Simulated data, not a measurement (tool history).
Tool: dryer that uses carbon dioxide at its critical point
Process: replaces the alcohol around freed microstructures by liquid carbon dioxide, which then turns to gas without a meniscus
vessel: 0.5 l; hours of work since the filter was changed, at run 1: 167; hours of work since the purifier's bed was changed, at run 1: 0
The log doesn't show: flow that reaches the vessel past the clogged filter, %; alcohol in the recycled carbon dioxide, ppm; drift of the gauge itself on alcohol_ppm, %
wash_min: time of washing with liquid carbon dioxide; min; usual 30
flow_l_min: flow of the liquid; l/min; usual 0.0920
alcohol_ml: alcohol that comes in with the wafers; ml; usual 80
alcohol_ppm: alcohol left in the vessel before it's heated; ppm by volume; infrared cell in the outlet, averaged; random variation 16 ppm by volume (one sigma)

run    hour  wash_min  flow_l_min  alcohol_ml  hours of work since the filter was changed  hours of work since the purifier's bed was changed  alcohol_ppm
  1     0.0        30      0.0920          80                                         167                                                   0         1792
  2    51.2        27      0.0920          80                                         202                                                  34         3188
       86.3  -- inlet filter changed
  3   106.4        30      0.0920         116                                          14                                                  71         1542
  4   155.5        30      0.0920         116                                          47                                                 104         1756
  5   190.8        30      0.0920         116                                          70                                                 128         1933
  6   225.9        30      0.0920         116                                          94                                                 151         2168
  7   273.2        30      0.0920         116                                         126                                                 183         2343
  8   329.3        30      0.0920         116                                         164                                                 221         2806
  9   373.7        30      0.0920         116                                         194                                                 251         3180
 10   409.7        30      0.0920          21                                         218                                                 275          713
      422.2  -- inlet filter changed
 11   466.5        30      0.0920          21                                          30                                                 313          444
 12   515.8        30      0.0920          80                                          63                                                 346         1455
 13   562.4        30      0.0920          80                                          94                                                 377         1604
 14   607.6        30      0.0920          80                                         125                                                 408         1837
 15   643.2        30      0.0920          34                                         149                                                 432          984
 16   669.4        30      0.0920          80                                         166                                                 449         2101
 17   724.7        30      0.0920          80                                         204                                                 487         2471
      756.7  -- inlet filter changed
 18   760.4        30      0.0920          80                                           2                                                 510         1255
      781.4  -- purifier's bed changed
 19   799.9        30      0.0920         110                                          27                                                  12         1527
 20   834.5        30      0.0920         110                                          50                                                  36         1628
 21   881.1        34      0.0920          80                                          82                                                  67          771
 22   932.8        34      0.0920          80                                         117                                                 102          896
 23   967.2        34      0.0920          80                                         140                                                 125          983
 24  1022.0        23      0.0920          80                                         177                                                 162         5605
 25  1070.7        30      0.0611          80                                         209                                                 195         9829
     1093.4  -- inlet filter changed
 26  1126.7        30      0.0611          80                                          22                                                 232         5903
 27  1159.0        18      0.1142          36                                          44                                                 254         1916
 28  1183.1        18      0.1142          36                                          60                                                 270         2046
 29  1238.8        18      0.1142          36                                          98                                                 307         2269
 30  1265.7        40      0.0669          56                                         116                                                 325         1443
 31  1288.9        30      0.0920          74                                         132                                                 341         1660
 32  1345.3        30      0.0920          74                                         170                                                 379         1962
 33  1390.7        30      0.1250          74                                         200                                                 410          574
     1427.7  -- inlet filter changed
 34  1443.5        30      0.0884          78                                          11                                                 444         1441
 35  1487.3        40      0.0920          42                                          40                                                 474          366
 36  1513.2        40      0.0920          42                                          58                                                 491          368
 37  1554.9        45      0.1214          44                                          86                                                 520          270
     1561.5  -- purifier's bed changed
 38  1603.4        22      0.0794          70                                         116                                                  28         7423
 39  1632.3        34      0.0616          80                                         136                                                  48         5162
 40  1671.9        30      0.0920          26                                         162                                                  74          636
 41  1698.2        30      0.0787          80                                         180                                                  92         3793
 42  1727.3        30      0.0827          89                                         200                                                 112         3779
 43  1756.8        23      0.0594          31                                         220                                                 132         7769
     1767.4  -- inlet filter changed
 44  1798.4        30      0.0747          80                                          21                                                 159         2850
 45  1840.9        29      0.0747          80                                          49                                                 187         3652
 46  1882.2        43      0.0920          80                                          77                                                 215          278
 47  1925.4        37      0.0920          21                                         106                                                 244          253

The same runs without the tool's hidden state, with the same run-to-run variation:
run  alcohol_ppm
  1          968
  2         1616
  3         1426
  4         1426
  5         1432
  6         1454
  7         1378
  8         1423
  9         1425
 10          252
 11          253
 12          987
 13          966
 14          992
 15          429
 16          959
 17          993
 18          980
 19         1343
 20         1313
 21          506
 22          498
 23          494
 24         3263
 25         5710
 26         5461
 27         1585
 28         1612
 29         1599
 30          839
 31          908
 32          939
 33          132
 34         1153
 35          107
 36           93
 37            6
 38         5534
 39         3440
 40          316
 41         2046
 42         1840
 43         5057
 44         2579
 45         3022
 46          109
 47           76
